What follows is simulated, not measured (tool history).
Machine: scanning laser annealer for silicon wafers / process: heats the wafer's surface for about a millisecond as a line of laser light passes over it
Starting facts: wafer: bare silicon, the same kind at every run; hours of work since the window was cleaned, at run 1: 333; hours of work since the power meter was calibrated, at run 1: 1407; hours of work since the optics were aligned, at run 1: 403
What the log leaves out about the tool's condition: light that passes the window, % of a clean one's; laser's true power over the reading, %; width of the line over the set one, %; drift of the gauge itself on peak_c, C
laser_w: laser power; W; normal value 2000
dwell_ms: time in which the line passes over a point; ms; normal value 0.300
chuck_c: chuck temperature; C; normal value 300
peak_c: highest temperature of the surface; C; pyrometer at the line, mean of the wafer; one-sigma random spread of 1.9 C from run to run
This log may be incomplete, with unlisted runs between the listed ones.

run    hour  laser_w  dwell_ms  chuck_c  hours of work since the window was cleaned  hours of work since the power meter was calibrated  hours of work since the optics were aligned  peak_c
  1     0.0     2000     0.300      300                                         333                                                1407                                          403    1070
  2    43.7     2000     0.293      300                                         352                                                1425                                          422    1058
  3    84.3     2000     0.300      300                                         370                                                1443                                          440    1069
  4   164.0     2000     0.282      300                                         404                                                1477                                          474    1042
  5   198.0     2000     0.283      300                                         418                                                1492                                          488    1043
  6   232.4     2000     0.300      300                                         433                                                1507                                          503    1067
  7   302.7     2000     0.300      300                                         463                                                1537                                          533    1068
  8   357.2     1960     0.300      300                                         487                                                1560                                          557    1046
  9   414.9     2000     0.300      329                                         512                                                1585                                          582    1091
 10   478.4     2000     0.300      329                                         539                                                1612                                          609    1094
 11   515.7     2000     0.300      300                                         555                                                1628                                          625    1062
      527.0  -- optics aligned, line set to its width
 12   602.5     2000     0.367      300                                         590                                                1663                                           32    1150
      655.0  -- optics aligned, line set to its width, once more
 13   661.2     2000     0.367      300                                         613                                                1686                                            3    1158
 14   720.5     2000     0.367      300                                         638                                                1712                                           28    1158
 15   779.6     2000     0.373      300                                         664                                                1737                                           53    1170
 16   849.2     2000     0.373      300                                         694                                                1767                                           83    1166
 17   895.7     2000     0.373      300                                         714                                                1787                                          103    1166
 18   948.9     2000     0.373      300                                         736                                                1810                                          126    1163
 19  1014.4     1710     0.290      337                                         765                                                1838                                          154     970
 20  1059.4     1940     0.300      300                                         784                                                1857                                          174    1036
 21  1093.2     2082     0.288      300                                         798                                                1872                                          188    1074
 22  1126.6     2082     0.288      291                                         813                                                1886                                          202    1069
     1138.8  -- window over the wafer cleaned
 23  1168.1     1749     0.265      282                                          13                                                1903                                          219     911
 24  1225.6     1749     0.265      282                                          37                                                1928                                          244     911
 25  1283.4     2000     0.235      282                                          62                                                1953                                          269     956
 26  1334.2     2019     0.229      282                                          84                                                1974                                          291     953
 27  1396.4     2000     0.304      325                                         111                                                2001                                          317    1102
 28  1458.5     2000     0.304      325                                         137                                                2028                                          344    1099
 29  1503.9     1931     0.246      302                                         157                                                2047                                          364     967
 30  1577.7     1857     0.223      321                                         188                                                2079                                          395     924
 31  1657.9     2158     0.215      300                                         223                                                2113                                          430     991
 32  1721.8     2158     0.215      300                                         250                                                2141                                          457     991
 33  1783.8     2013     0.300      293                                         277                                                2167                                          484    1066
 34  1831.4     1783     0.266      300                                         297                                                2188                                          504     931
 35  1902.5     1829     0.212      334                                         328                                                2218                                          535     908

Had the tool no unlogged condition, and each run kept its random variation, what would the results have been?
run  peak_c
  1    1091
  2    1080
  3    1091
  4    1065
  5    1067
  6    1092
  7    1094
  8    1072
  9    1119
 10    1122
 11    1091
 12    1186
 13    1183
 14    1185
 15    1198
 16    1195
 17    1195
 18    1194
 19     993
 20    1064
 21    1104
 22    1100
 23     924
 24     924
 25     971
 26     968
 27    1121
 28    1119
 29     985
 30     941
 31    1011
 32    1013
 33    1091
 34     953
 35     929
